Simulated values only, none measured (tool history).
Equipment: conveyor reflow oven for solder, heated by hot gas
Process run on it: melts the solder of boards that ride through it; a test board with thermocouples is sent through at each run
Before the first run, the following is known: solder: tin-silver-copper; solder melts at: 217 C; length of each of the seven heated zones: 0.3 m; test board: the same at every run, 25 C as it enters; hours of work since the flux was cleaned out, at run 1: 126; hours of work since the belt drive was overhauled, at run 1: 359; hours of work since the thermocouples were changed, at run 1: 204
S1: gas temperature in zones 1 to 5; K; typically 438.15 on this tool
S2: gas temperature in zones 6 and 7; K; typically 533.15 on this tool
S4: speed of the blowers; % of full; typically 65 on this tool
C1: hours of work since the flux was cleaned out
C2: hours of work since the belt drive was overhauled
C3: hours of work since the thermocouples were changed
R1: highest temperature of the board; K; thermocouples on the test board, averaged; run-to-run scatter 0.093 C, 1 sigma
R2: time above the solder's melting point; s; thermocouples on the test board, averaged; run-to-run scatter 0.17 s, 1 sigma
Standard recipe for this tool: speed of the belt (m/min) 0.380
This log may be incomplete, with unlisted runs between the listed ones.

Run 1, hour 0.0: usual settings; C1 126; C2 359; C3 204. Result: R1 519.09 K, R2 62.5 s.
Run 2, hour 6.4: usual settings but S1 443.15 K; C1 129; C2 362; C3 207. Result: R1 519.84 K, R2 65.4 s.
Run 3, hour 15.0: usual settings but S1 443.15 K; C1 133; C2 366; C3 211. Result: R1 519.87 K, R2 65.5 s.
Run 4, hour 28.3: usual settings but S1 436.15 K; C1 139; C2 372; C3 217. Result: R1 518.76 K, R2 61.2 s.
Run 5, hour 39.9: usual settings but S1 436.15 K; C1 144; C2 377; C3 222. Result: R1 518.95 K, R2 61.5 s.
Run 6, hour 54.7: usual settings but S1 436.15 K; C1 151; C2 384; C3 229. Result: R1 518.84 K, R2 61.1 s.
Run 7, hour 61.7: usual settings but S2 527.15 K; C1 154; C2 387; C3 232. Result: R1 513.78 K, R2 56.4 s.
Run 8, hour 70.2: usual settings but S2 527.15 K; C1 158; C2 391; C3 236. Result: R1 513.70 K, R2 56.7 s.
Run 9, hour 84.6: usual settings but S2 545.15 K; C1 164; C2 397; C3 242. Result: R1 529.97 K, R2 72.2 s.
Run 10, hour 92.9: usual settings but S2 545.15 K; C1 168; C2 401; C3 246. Result: R1 529.77 K, R2 71.7 s.
Run 11, hour 105.4: usual settings but speed of the belt (m/min) 0.312; C1 174; C2 407; C3 251. Result: R1 524.27 K, R2 85.0 s.
Run 12, hour 118.3: usual settings but S1 427.15 K, S2 528.15 K; C1 179; C2 413; C3 257. Result: R1 512.79 K, R2 51.1 s.
Run 13, hour 130.7: usual settings but S1 424.15 K, S2 528.15 K, speed of the belt (m/min) 0.441, S4 66 % of full; C1 185; C2 418; C3 263. Result: R1 507.24 K, R2 34.2 s.
Run 14, hour 142.2: usual settings but S1 423.15 K, S2 522.15 K, speed of the belt (m/min) 0.407, S4 56 % of full; C1 190; C2 423; C3 268. Result: R1 501.95 K, R2 28.1 s.
Run 15, hour 152.2: usual settings but S4 62 % of full; C1 195; C2 428; C3 272. Result: R1 518.34 K, R2 60.9 s.
Run 16, hour 160.6: usual settings but S2 538.15 K, speed of the belt (m/min) 0.326, S4 76 % of full; C1 198; C2 432; C3 276. Result: R1 529.61 K, R2 86.9 s.
Run 17, hour 173.2: usual settings but S2 524.15 K, speed of the belt (m/min) 0.351, S4 80 % of full; C1 204; C2 437; C3 282. Result: R1 515.44 K, R2 66.1 s.
Run 18, hour 186.8: usual settings but S1 431.15 K, S2 543.15 K, S4 86 % of full; C1 210; C2 443; C3 288. Result: R1 531.17 K, R2 72.0 s.
Run 19, hour 195.0: usual settings but S1 431.15 K, S2 543.15 K, S4 86 % of full; C1 214; C2 447; C3 292. Result: R1 531.23 K, R2 72.0 s.
Run 20, hour 208.0: usual settings but S1 434.15 K, speed of the belt (m/min) 0.402, S4 64 % of full; C1 220; C2 453; C3 298. Result: R1 516.10 K, R2 53.7 s.
Run 21, hour 220.7: usual settings but speed of the belt (m/min) 0.439; C1 226; C2 459; C3 303. Result: R1 514.27 K, R2 47.1 s.

4 options for the next run, each taken on its own from the tool as it stands now. Forecast them:
Run A, hour 229.7: usual settings but S2 540.15 K, speed of the belt (m/min) 0.343; C1 230; C2 463; C3 307. Result: R1 ?, R2 ?.
Run B, hour 229.7: usual settings but S2 536.15 K, speed of the belt (m/min) 0.451; C1 230; C2 463; C3 307. Result: R1 ?, R2 ?.
Run C, hour 229.7: usual settings but speed of the belt (m/min) 0.439, S4 86 % of full; C1 230; C2 463; C3 307. Result: R1 ?, R2 ?.
Run D, hour 229.7: usual settings but speed of the belt (m/min) 0.393; C1 230; C2 463; C3 307. Result: R1 ?, R2 ?.

run      R1    R2
  A  528.26  79.5
  B  515.76  47.4
  C  518.78  53.5
  D  517.87  58.3
With no hidden state in the tool, these same runs would have given:
run      R1    R2
  A  528.83  79.8
  B  516.70  48.4
  C  519.80  54.6
  D  518.59  59.1
